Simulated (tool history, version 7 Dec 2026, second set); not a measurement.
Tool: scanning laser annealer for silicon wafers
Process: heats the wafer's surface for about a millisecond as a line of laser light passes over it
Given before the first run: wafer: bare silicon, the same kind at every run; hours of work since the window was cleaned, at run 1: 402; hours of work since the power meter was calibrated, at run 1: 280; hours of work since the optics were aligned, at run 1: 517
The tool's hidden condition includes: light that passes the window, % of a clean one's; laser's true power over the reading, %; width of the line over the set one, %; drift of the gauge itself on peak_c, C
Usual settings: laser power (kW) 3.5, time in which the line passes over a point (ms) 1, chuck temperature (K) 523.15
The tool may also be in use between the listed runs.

run,hour,laser power (kW),time in which the line passes over a point (ms),chuck temperature (K),hours of work since the window was cleaned,hours of work since the power meter was calibrated,hours of work since the optics were aligned,highest temperature of the surface (K)
1,0,3.5,1,523.15,402,280,517,1238.15
2,4.9,3.5,1,523.15,406,283,521,1239.15
3,11.5,3.5,1,523.15,411,289,526,1240.15
4,20,3.5,1,523.15,418,295,532,1239.15
5,29.7,3.5,1.08,523.15,425,303,540,1265.15
6,36.8,3.5,1.08,523.15,431,308,545,1261.15
7,45.6,3.5,1,523.15,438,315,552,1236.15
8,54.4,3.5,1,523.15,445,322,559,1237.15
9,59.4,3.5,1,523.15,448,326,563,1235.15
10,68,3.5,1,551.15,455,333,570,1265.15
11,77.7,3.5,1,551.15,463,340,577,1267.15
12,86.6,3.5,1,551.15,470,347,584,1265.15
13,94.9,3.5,1,551.15,476,354,591,1265.15
14,100.1,3.5,1,525.15,480,358,595,1238.15
15,109.4,3.5,1,523.15,487,365,602,1235.15
16,116.2,3.5,1,523.15,493,370,607,1235.15
17,125.1,3.5,1,523.15,500,377,614,1234.15
# hour 128.6: laser's power meter calibrated
18,134.7,3.5,1.04,523.15,505,5,619,1245.15
19,139.6,3.397,1.24,486.15,509,9,623,1257.15
20,149.5,3.653,0.93,523.15,516,16,631,1233.15

Forecast run 21:
21,155.9,3.653,0.93,523.15,521,21,636,?

highest temperature of the surface (K): 1234.15
With the hidden condition absent and the run-to-run variation left alone, this run would have shown highest temperature of the surface (K) 1261.15.

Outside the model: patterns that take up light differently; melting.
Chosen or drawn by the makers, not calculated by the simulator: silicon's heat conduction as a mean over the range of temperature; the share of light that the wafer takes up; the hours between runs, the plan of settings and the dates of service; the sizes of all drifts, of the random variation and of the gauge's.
